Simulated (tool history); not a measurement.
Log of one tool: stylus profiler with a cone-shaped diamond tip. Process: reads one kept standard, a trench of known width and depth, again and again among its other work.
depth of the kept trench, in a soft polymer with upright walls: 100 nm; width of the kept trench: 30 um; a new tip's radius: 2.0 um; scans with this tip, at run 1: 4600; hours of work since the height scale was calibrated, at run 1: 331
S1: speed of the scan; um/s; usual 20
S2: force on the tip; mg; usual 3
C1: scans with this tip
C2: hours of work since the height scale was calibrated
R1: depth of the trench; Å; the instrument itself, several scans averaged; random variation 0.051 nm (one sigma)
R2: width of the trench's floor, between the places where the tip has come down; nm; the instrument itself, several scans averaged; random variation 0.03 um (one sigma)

| run | hour | S1 | S2 | C1 | C2 | R1 | R2 |
|---|---|---|---|---|---|---|---|
| 1 | 0 | 20 | 3 | 4600 | 331 | 1008.7 | 28480 |
| 2 | 17.8 | 20 | 3 | 4721 | 340 | 1008.7 | 28470 |
| 3 | 39.1 | 20 | 3 | 4866 | 350 | 1009.4 | 28450 |
| 4 | 58.4 | 20 | 3 | 4997 | 360 | 1008.3 | 28480 |
| 5 | 83.4 | 20 | 3 | 5167 | 372 | 1007.7 | 28470 |
| 6 | 100.5 | 20 | 3 | 5284 | 380 | 1008.2 | 28440 |
| 7 | 129.3 | 20 | 3 | 5480 | 395 | 1008.1 | 28410 |
| 8 | 148.5 | 20 | 3 | 5611 | 404 | 1008.3 | 28450 |
| 9 | 176.7 | 20 | 1.42 | 5803 | 418 | 1003.8 | 28380 |
| 10 | 194.8 | 20 | 1.42 | 5926 | 427 | 1004.4 | 28380 |
| 11 | 217.2 | 20 | 3 | 6078 | 438 | 1007.6 | 28450 |
| 12 | 230.3 | 20 | 3 | 6167 | 444 | 1007.8 | 28390 |
| 13 | 259 | 20 | 2.78 | 6362 | 458 | 1007.4 | 28410 |
| 14 | 283.3 | 24 | 3 | 6528 | 470 | 1008.4 | 28370 |
| 15 | 311.4 | 24 | 3 | 6719 | 484 | 1008.8 | 28370 |
| 16 | 336.8 | 20 | 3 | 6892 | 496 | 1008.3 | 28470 |
| 17 | 356.1 | 20 | 3 | 7023 | 506 | 1008.1 | 28390 |
| 18 | 381.6 | 20 | 3 | 7197 | 518 | 1008.2 | 28340 |
| 19 | 405.4 | 20 | 3 | 7359 | 530 | 1007.6 | 28360 |
| 20 | 422.6 | 20 | 3.9 | 7476 | 538 | 1009 | 28400 |
| 21 | 436.4 | 20 | 3 | 7570 | 545 | 1008 | 28300 |
| 22 | 453.1 | 20 | 3 | 7684 | 553 | 1007.9 | 28360 |
| 23 | 465 | 20 | 3 | 7765 | 559 | 1006.8 | 28410 |
| 24 | 483.8 | 20 | 4.04 | 7892 | 568 | 1009.2 | 28320 |
| 25 | 497.7 | 15 | 1.01 | 7987 | 575 | 1002.6 | 28330 |
| 26 | 515.5 | 15 | 1.01 | 8108 | 584 | 1001.4 | 28320 |
| 27 | 539.1 | 30 | 5.42 | 8269 | 595 | 1012.3 | 28340 |
| 28 | 556.9 | 30 | 5.42 | 8390 | 604 | 1012.8 | 28290 |
| 29 | 579.1 | 13 | 2.14 | 8541 | 615 | 1005.9 | 28300 |
| 30 | 595.9 | 13 | 2.14 | 8656 | 623 | 1005 | 28300 |
| 31 | 615.6 | 8 | 3 | 8790 | 633 | 1007.1 | 28370 |
| 32 | 633 | 8 | 3 | 8909 | 642 | 1008.5 | 28360 |

The next listed run, before its measurement:
| 33 | 647.4 | 14 | 1.03 | 9006 | 649 | ? | ? |

Run 33 gave R1 1002.1 Å, R2 28290 nm.
Without the tool's hidden state the same run would have given R1 1005.4 Å, R2 28690 nm.

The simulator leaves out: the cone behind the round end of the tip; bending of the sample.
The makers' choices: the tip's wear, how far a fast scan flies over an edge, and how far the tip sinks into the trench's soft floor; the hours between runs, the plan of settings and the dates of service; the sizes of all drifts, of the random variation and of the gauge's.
